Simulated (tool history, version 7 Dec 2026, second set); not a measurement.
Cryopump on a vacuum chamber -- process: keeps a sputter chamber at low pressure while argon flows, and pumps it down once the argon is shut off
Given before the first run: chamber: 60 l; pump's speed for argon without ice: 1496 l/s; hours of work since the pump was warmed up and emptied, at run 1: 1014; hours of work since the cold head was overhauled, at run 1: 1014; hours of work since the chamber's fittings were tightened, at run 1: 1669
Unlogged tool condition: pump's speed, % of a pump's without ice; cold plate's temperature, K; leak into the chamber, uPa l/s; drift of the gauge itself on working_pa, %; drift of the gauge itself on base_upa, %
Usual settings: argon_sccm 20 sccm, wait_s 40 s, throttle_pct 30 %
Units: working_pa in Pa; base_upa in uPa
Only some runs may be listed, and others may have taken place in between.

run   hour  argon_sccm  wait_s  throttle_pct  hours of work since the pump was warmed up and emptied  hours of work since the cold head was overhauled  hours of work since the chamber's fittings were tightened  working_pa  base_upa
  1    0.0          20      40            30                                                    1014                                              1014                                                       1669      0.0840      5.26
  2   28.8          23      40            30                                                    1031                                              1031                                                       1685      0.0963      5.34
  3   62.6          21      40            30                                                    1050                                              1050                                                       1704      0.0881      5.41
  4  102.9          20      40            30                                                    1072                                              1072                                                       1726      0.0845      5.45
  5  144.6          20      40            30                                                    1096                                              1096                                                       1750      0.0842      5.42
  6  188.2          20      40            30                                                    1120                                              1120                                                       1774      0.0850      5.41
  7  233.2          20      40            25                                                    1146                                              1146                                                       1800      0.1005      5.54
     259.8  -- pump warmed up, emptied and cooled again
  8  270.1          20      36            30                                                       6                                              1164                                                       1818      0.0763      4.83
  9  308.4          20      36            30                                                      27                                              1185                                                       1839      0.0762      4.86
 10  333.9          20      40            30                                                      42                                              1199                                                       1854      0.0758      4.69
 11  369.0          20      40            30                                                      61                                              1219                                                       1873      0.0757      4.79
 12  408.9          20      40            30                                                      84                                              1242                                                       1896      0.0756      4.84
 13  439.7          20      40            30                                                     101                                              1259                                                       1913      0.0767      4.80
 14  469.6          26      53            38                                                     118                                              1276                                                       1930      0.0789      4.28
 15  498.4          26      53            38                                                     134                                              1292                                                       1946      0.0796      4.26
 16  541.4          26      53            38                                                     158                                              1316                                                       1970      0.0783      4.50
 17  584.4          26      29            26                                                     183                                              1340                                                       1995      0.1143      5.72
 18  621.4          22     240            30                                                     203                                              1361                                                       2015      0.0851      3.18
 19  664.1          30     240            27                                                     227                                              1385                                                       2039      0.1283      3.25
 20  698.9          10      20            19                                                     247                                              1405                                                       2059      0.0612      7.21

Expected results for the next run?
     704.8  -- leaking fittings of the chamber tightened, without venting
 21  725.6          10      40            30                                                     261                                              1419                                                         12           ?         ?

working_pa: 0.0388 Pa
base_upa: 2.49 uPa
With the hidden condition absent and the run-to-run variation left alone, this run would have shown working_pa 0.0378 Pa, base_upa 2.44 uPa.
